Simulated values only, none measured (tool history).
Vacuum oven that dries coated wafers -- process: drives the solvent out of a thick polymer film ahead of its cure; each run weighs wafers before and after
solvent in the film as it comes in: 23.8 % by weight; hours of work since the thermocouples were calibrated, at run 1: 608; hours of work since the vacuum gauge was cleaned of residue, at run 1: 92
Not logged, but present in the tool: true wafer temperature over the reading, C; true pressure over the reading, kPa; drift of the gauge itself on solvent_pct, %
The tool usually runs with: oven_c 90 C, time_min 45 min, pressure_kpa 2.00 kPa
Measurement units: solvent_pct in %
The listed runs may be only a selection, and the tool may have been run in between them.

run,day,oven_c,time_min,pressure_kpa,hours of work since the thermocouples were calibrated,hours of work since the vacuum gauge was cleaned of residue,solvent_pct
1,0.000,90,45,2.00,608,92,3.96
2,0.300,90,55,2.00,611,95,2.94
3,0.667,90,55,2.00,615,99,3.00
4,1.025,76,45,2.00,619,103,9.34
5,1.633,90,45,2.00,626,110,4.00
6,2.288,90,45,7.62,634,118,6.43
7,2.971,90,45,7.62,642,126,6.43
8,3.554,90,45,7.62,648,132,6.50
9,4.096,90,45,2.90,654,138,4.38
10,4.662,90,39,2.00,661,145,4.80
11,5.308,90,45,2.00,668,152,3.98
12,5.608,90,45,2.00,671,156,3.93
13,6.208,96,45,2.00,678,162,2.29
14,6.529,90,45,3.57,682,166,4.62
15,6.954,90,45,3.57,687,171,4.61
16,7.562,90,45,3.57,694,178,4.65
17,7.908,90,45,3.57,698,182,4.61
18,8.300,90,45,3.57,702,186,4.65
19,8.704,90,79,3.57,707,191,2.48
20,9.225,99,45,2.00,713,197,1.74
21,9.812,90,45,2.00,719,203,4.00
22,10.250,90,45,2.00,724,208,3.84
23,10.546,90,45,2.00,728,212,3.92
24,10.938,90,41,3.37,732,216,5.02
25,11.429,90,41,3.37,738,222,5.10
26,11.992,77,45,6.48,744,228,11.41
27,12.646,77,45,6.48,751,235,11.49
# day 12.762: vacuum gauge cleaned of residue and calibrated
28,13.367,77,45,6.48,759,7,11.42
29,13.838,85,45,7.81,764,12,8.55
30,14.254,96,45,2.00,769,17,2.35
31,14.650,102,45,2.00,773,21,1.28
32,15.117,80,47,2.06,779,27,7.46
33,15.771,80,47,2.06,786,34,7.43
# day 15.912: vacuum gauge cleaned of residue and calibrated, once more
34,16.246,80,47,2.06,791,4,7.42
35,16.775,99,45,2.00,797,10,1.72
36,17.308,90,71,2.00,803,16,2.04
37,17.658,84,34,3.95,807,20,8.81
38,18.200,84,34,3.95,813,26,8.74
39,18.862,84,34,3.95,821,34,8.74
40,19.262,93,34,3.95,825,38,5.24
41,19.821,100,45,2.00,831,44,1.51
42,20.112,100,45,2.00,835,48,1.52
43,20.629,90,77,2.00,841,54,1.77
44,20.975,90,77,2.00,845,57,1.72
45,21.646,85,59,6.78,852,65,6.64

Branching from run 45: 5 alternative next runs. What would each branch give?
A,21.971,93,45,1.93,856,69,?
B,21.971,102,44,4.79,856,69,?
C,21.971,79,27,6.10,856,69,?
D,21.971,84,42,1.26,856,69,?
E,21.971,90,60,4.66,856,69,?

run,solvent_pct
A,2.98
B,2.17
C,13.22
D,6.12
E,3.79
The same runs, with their run-to-run variation unchanged, on a tool lacking any hidden condition would have given:
run,solvent_pct
A,3.10
B,2.25
C,13.40
D,6.30
E,3.92

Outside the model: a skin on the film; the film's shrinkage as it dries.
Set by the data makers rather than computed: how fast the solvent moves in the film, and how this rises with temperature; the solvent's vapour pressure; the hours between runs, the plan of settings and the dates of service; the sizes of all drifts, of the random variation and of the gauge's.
